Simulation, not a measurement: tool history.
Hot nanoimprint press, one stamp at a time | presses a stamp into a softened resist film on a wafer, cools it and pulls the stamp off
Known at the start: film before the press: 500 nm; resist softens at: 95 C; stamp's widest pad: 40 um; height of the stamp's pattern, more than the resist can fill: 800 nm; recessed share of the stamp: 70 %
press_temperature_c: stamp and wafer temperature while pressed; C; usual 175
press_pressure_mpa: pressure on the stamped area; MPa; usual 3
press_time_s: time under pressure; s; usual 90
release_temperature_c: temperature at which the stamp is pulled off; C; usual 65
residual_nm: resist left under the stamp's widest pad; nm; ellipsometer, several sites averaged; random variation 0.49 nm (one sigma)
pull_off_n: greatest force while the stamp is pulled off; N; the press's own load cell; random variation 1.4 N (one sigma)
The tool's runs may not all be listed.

run   hour  press_temperature_c  press_pressure_mpa  press_time_s  release_temperature_c  residual_nm  pull_off_n
  1      0                  175                   3            90                     65        290.8         107
  2   30.4                  175                   3            90                     65        290.9         107
  3   82.4                  175                   3            90                     65        289.8         108
  4  114.6                  175                   3            90                     65        289.3         108
     152.1  -- stamp cleaned and given a new release coat
  5  169.5                  175                   3            90                     65        289.7         107
  6  194.6                  175                   3            90                     65        289.9         110
  7  249.5                  175                   3            90                     65        289.6         107
     271.4  -- press's hydraulic seals changed and the load cell set to zero
  8  306.3                  179                   3           166                     65          204         108
       357  -- stamp cleaned and given a new release coat
  9  359.2                  179                   3           166                     65        203.8         105
 10    384                  175                   3            61                     59        321.8         115
 11  427.8                  187                 4.4           129                     53        128.8         120

3 ways to go on from here, each from the tool as it stands after run 11. What would each give?
  A  457.5                  164                   3            90                     65            ?           ?
  B  457.5                  167                   3            90                     67            ?           ?
  C  457.5                  175                4.09            90                     69            ?           ?

run  residual_nm  pull_off_n
  A        404.8         110
  B        375.1         108
  C          247         104
Without the tool's hidden state the same runs would have given:
run  residual_nm  pull_off_n
  A          405         110
  B        375.3         107
  C        247.3         103
